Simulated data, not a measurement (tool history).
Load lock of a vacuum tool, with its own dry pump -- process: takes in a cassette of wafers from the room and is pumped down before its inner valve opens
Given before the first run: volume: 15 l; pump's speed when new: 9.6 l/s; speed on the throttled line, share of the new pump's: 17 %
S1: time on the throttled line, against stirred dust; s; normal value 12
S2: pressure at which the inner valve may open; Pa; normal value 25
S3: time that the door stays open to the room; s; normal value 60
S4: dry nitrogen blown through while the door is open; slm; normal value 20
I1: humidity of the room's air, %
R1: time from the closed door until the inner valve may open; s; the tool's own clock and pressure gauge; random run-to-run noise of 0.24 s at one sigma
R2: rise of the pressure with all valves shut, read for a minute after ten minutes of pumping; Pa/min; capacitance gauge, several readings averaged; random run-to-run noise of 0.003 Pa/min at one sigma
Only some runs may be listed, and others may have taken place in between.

run 1 hour=0.0 | S1=12 S2=25 S3=60 S4=20 | I1=42.4 | R1=23.2 R2=0.029
run 2 hour=163.9 | S1=12 S2=25 S3=60 S4=20 | I1=47.9 | R1=23.0 R2=0.029
run 3 hour=351.3 | S1=12 S2=25 S3=60 S4=20 | I1=47.8 | R1=22.7 R2=0.031
run 4 hour=472.9 | S1=12 S2=41 S3=60 S4=20 | I1=45.7 | R1=22.6 R2=0.031
run 5 hour=612.0 | S1=12 S2=25 S3=60 S4=20 | I1=45.3 | R1=23.1 R2=0.028
run 6 hour=781.6 | S1=12 S2=25 S3=60 S4=20 | I1=43.8 | R1=23.2 R2=0.033
run 7 hour=916.4 | S1=6 S2=25 S3=60 S4=20 | I1=47.5 | R1=18.0 R2=0.029
run 8 hour=1071.4 | S1=6 S2=25 S3=60 S4=20 | I1=43.9 | R1=18.1 R2=0.031
run 9 hour=1187.2 | S1=6 S2=25 S3=60 S4=20 | I1=46.9 | R1=17.9 R2=0.035
run 10 hour=1296.2 | S1=22 S2=25 S3=60 S4=20 | I1=46.8 | R1=31.4 R2=0.033
run 11 hour=1547.1 | S1=22 S2=25 S3=60 S4=20 | I1=46.5 | R1=31.4 R2=0.033
run 12 hour=1794.6 | S1=12 S2=25 S3=60 S4=20 | I1=47.1 | R1=22.6 R2=0.027
run 13 hour=1909.9 | S1=12 S2=40 S3=60 S4=20 | I1=44.5 | R1=22.2 R2=0.030
run 14 hour=2059.9 | S1=12 S2=40 S3=60 S4=20 | I1=47.3 | R1=22.5 R2=0.032
run 15 hour=2192.8 | S1=12 S2=40 S3=60 S4=20 | I1=45.9 | R1=22.3 R2=0.030
run 16 hour=2417.5 | S1=12 S2=40 S3=60 S4=20 | I1=46.7 | R1=22.4 R2=0.034
run 17 hour=2551.2 | S1=12 S2=50 S3=72 S4=20 | I1=47.7 | R1=21.9 R2=0.029
run 18 hour=2764.3 | S1=7 S2=39 S3=72 S4=20 | I1=43.5 | R1=18.2 R2=0.029
run 19 hour=2955.4 | S1=21 S2=25 S3=60 S4=20 | I1=44.0 | R1=30.4 R2=0.027
run 20 hour=3172.7 | S1=12 S2=40 S3=185 S4=20 | I1=43.2 | R1=22.1 R2=0.037
run 21 hour=3281.1 | S1=8 S2=25 S3=60 S4=5 | I1=44.0 | R1=19.8 R2=0.045
run 22 hour=3520.8 | S1=12 S2=25 S3=60 S4=17 | I1=46.7 | R1=23.5 R2=0.035
run 23 hour=3678.4 | S1=12 S2=25 S3=60 S4=17 | I1=45.5 | R1=23.3 R2=0.033
run 24 hour=3872.8 | S1=14 S2=29 S3=83 S4=5 | I1=44.3 | R1=23.9 R2=0.054
run 25 hour=4120.8 | S1=10 S2=25 S3=70 S4=6 | I1=48.7 | R1=21.7 R2=0.049
run 26 hour=4235.7 | S1=12 S2=21 S3=47 S4=8 | I1=44.5 | R1=23.0 R2=0.037
run 27 hour=4421.5 | S1=12 S2=47 S3=60 S4=20 | I1=43.7 | R1=21.9 R2=0.022
run 28 hour=4616.4 | S1=12 S2=22 S3=56 S4=21 | I1=40.8 | R1=23.5 R2=0.028
run 29 hour=4748.0 | S1=12 S2=22 S3=43 S4=21 | I1=45.6 | R1=23.0 R2=0.025

Predict each of these 5 candidate next runs independently; none follows another, all start after run 29:
run A hour=5010.0 | S1=21 S2=25 S3=60 S4=42 | I1=43.1 | R1=? R2=?
run B hour=5010.0 | S1=12 S2=19 S3=43 S4=6 | I1=44.7 | R1=? R2=?
run C hour=5010.0 | S1=12 S2=27 S3=43 S4=21 | I1=45.0 | R1=? R2=?
run D hour=5010.0 | S1=11 S2=25 S3=60 S4=36 | I1=43.5 | R1=? R2=?
run E hour=5010.0 | S1=21 S2=22 S3=43 S4=21 | I1=41.9 | R1=? R2=?

run=A R1=30.5 R2=0.023
run=B R1=23.5 R2=0.040
run=C R1=23.0 R2=0.032
run=D R1=21.6 R2=0.019
run=E R1=30.4 R2=0.024
Without the tool's hidden state the same runs would have given:
run=A R1=30.5 R2=0.023
run=B R1=23.5 R2=0.039
run=C R1=23.0 R2=0.032
run=D R1=21.6 R2=0.019
run=E R1=30.4 R2=0.024
